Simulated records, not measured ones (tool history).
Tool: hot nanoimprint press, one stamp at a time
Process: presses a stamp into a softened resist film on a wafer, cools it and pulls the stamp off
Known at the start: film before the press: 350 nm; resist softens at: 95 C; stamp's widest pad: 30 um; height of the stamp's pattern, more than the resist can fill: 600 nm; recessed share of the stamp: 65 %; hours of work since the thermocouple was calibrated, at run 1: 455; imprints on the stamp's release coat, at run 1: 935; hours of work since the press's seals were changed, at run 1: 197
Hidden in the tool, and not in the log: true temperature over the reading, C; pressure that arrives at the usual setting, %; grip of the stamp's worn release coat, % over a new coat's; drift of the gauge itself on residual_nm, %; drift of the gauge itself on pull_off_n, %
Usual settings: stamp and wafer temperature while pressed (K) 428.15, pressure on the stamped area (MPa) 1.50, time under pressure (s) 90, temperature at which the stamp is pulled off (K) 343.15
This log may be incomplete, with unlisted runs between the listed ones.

| run | hour | stamp and wafer temperature while pressed (K) | pressure on the stamped area (MPa) | time under pressure (s) | temperature at which the stamp is pulled off (K) | hours of work since the thermocouple was calibrated | imprints on the stamp's release coat | hours of work since the press's seals were changed | resist left under the stamp's widest pad (nm) | greatest force while the stamp is pulled off (N) |
|---|---|---|---|---|---|---|---|---|---|---|
| 1 | 0.0 | 428.15 | 1.50 | 90 | 343.15 | 455 | 935 | 197 | 140.4 | 297 |
| 2 | 7.3 | 428.15 | 1.50 | 90 | 343.15 | 459 | 948 | 201 | 140.1 | 284 |
| 3 | 13.3 | 428.15 | 1.50 | 90 | 343.15 | 462 | 958 | 204 | 139.0 | 307 |
| 4 | 18.5 | 428.15 | 1.50 | 90 | 343.15 | 464 | 966 | 206 | 139.9 | 303 |
| 5 | 28.3 | 428.15 | 0.96 | 90 | 343.15 | 469 | 983 | 211 | 170.4 | 305 |
| 6 | 35.8 | 428.15 | 0.96 | 90 | 343.15 | 472 | 995 | 214 | 170.7 | 295 |
| 7 | 41.1 | 428.15 | 0.96 | 90 | 343.15 | 475 | 1004 | 217 | 170.2 | 295 |
| 8 | 47.5 | 428.15 | 1.50 | 90 | 343.15 | 478 | 1015 | 220 | 140.7 | 306 |
| 9 | 55.2 | 428.15 | 1.50 | 90 | 343.15 | 481 | 1028 | 223 | 141.4 | 305 |
| 10 | 63.6 | 428.15 | 1.50 | 98 | 343.15 | 485 | 1042 | 227 | 136.0 | 297 |
| 11 | 71.9 | 428.15 | 1.50 | 98 | 343.15 | 489 | 1056 | 231 | 135.7 | 308 |
| 12 | 76.6 | 428.15 | 1.50 | 90 | 343.15 | 491 | 1064 | 233 | 139.4 | 318 |
| 13 | 85.5 | 428.15 | 1.50 | 90 | 343.15 | 496 | 1079 | 238 | 141.4 | 312 |
| 14 | 92.5 | 428.15 | 1.50 | 90 | 343.15 | 499 | 1091 | 241 | 140.5 | 301 |
| 15 | 100.8 | 428.15 | 1.50 | 90 | 343.15 | 503 | 1105 | 245 | 140.7 | 315 |
| 16 | 105.4 | 428.15 | 1.50 | 90 | 343.15 | 505 | 1113 | 247 | 142.4 | 307 |
|  | 109.3 | plate thermocouple calibrated |
| 17 | 117.1 | 428.15 | 1.08 | 78 | 343.15 | 4 | 1127 | 251 | 176.9 | 308 |
| 18 | 124.7 | 423.15 | 1.50 | 60 | 343.15 | 7 | 1140 | 255 | 222.2 | 317 |
| 19 | 130.4 | 428.15 | 2.03 | 90 | 343.15 | 10 | 1150 | 257 | 128.0 | 316 |
| 20 | 138.2 | 428.15 | 2.03 | 90 | 343.15 | 14 | 1163 | 261 | 125.7 | 322 |
| 21 | 145.7 | 422.15 | 1.29 | 52 | 343.15 | 17 | 1175 | 265 | 253.6 | 318 |
| 22 | 155.8 | 432.15 | 1.50 | 90 | 349.15 | 22 | 1192 | 269 | 112.2 | 291 |
|  | 162.9 | plate thermocouple calibrated, once more |
| 23 | 168.8 | 428.15 | 0.91 | 90 | 341.15 | 3 | 1209 | 274 | 165.9 | 333 |
| 24 | 179.4 | 428.15 | 0.91 | 79 | 348.15 | 8 | 1227 | 279 | 174.3 | 288 |
| 25 | 190.6 | 440.15 | 1.68 | 79 | 348.15 | 13 | 1246 | 284 | 64.0 | 280 |
| 26 | 199.8 | 432.15 | 1.68 | 79 | 337.15 | 17 | 1261 | 289 | 104.8 | 349 |
| 27 | 208.5 | 432.15 | 1.68 | 79 | 337.15 | 21 | 1276 | 293 | 105.8 | 352 |
| 28 | 218.2 | 432.15 | 0.90 | 79 | 337.15 | 26 | 1292 | 297 | 140.1 | 348 |
| 29 | 228.3 | 427.15 | 1.50 | 90 | 339.15 | 31 | 1309 | 302 | 142.5 | 347 |

Predict each of these 5 candidate next runs independently; none follows another, all start after run 29:
| A | 234.5 | 428.15 | 1.34 | 90 | 341.15 | 34 | 1320 | 305 | ? | ? |
| B | 234.5 | 428.15 | 1.50 | 90 | 341.15 | 34 | 1320 | 305 | ? | ? |
| C | 234.5 | 428.15 | 1.50 | 90 | 350.15 | 34 | 1320 | 305 | ? | ? |
| D | 234.5 | 427.15 | 2.28 | 90 | 339.15 | 34 | 1320 | 305 | ? | ? |
| E | 234.5 | 427.15 | 2.15 | 90 | 339.15 | 34 | 1320 | 305 | ? | ? |

| run | resist left under the stamp's widest pad (nm) | greatest force while the stamp is pulled off (N) |
|---|---|---|
| A | 142.2 | 337 |
| B | 134.6 | 333 |
| C | 135.6 | 272 |
| D | 120.6 | 352 |
| E | 123.2 | 356 |
What these runs would have given with no unlogged condition in the tool:
| run | resist left under the stamp's widest pad (nm) | greatest force while the stamp is pulled off (N) |
|---|---|---|
| A | 139.4 | 237 |
| B | 131.8 | 234 |
| C | 132.7 | 191 |
| D | 117.0 | 247 |
| E | 119.8 | 251 |
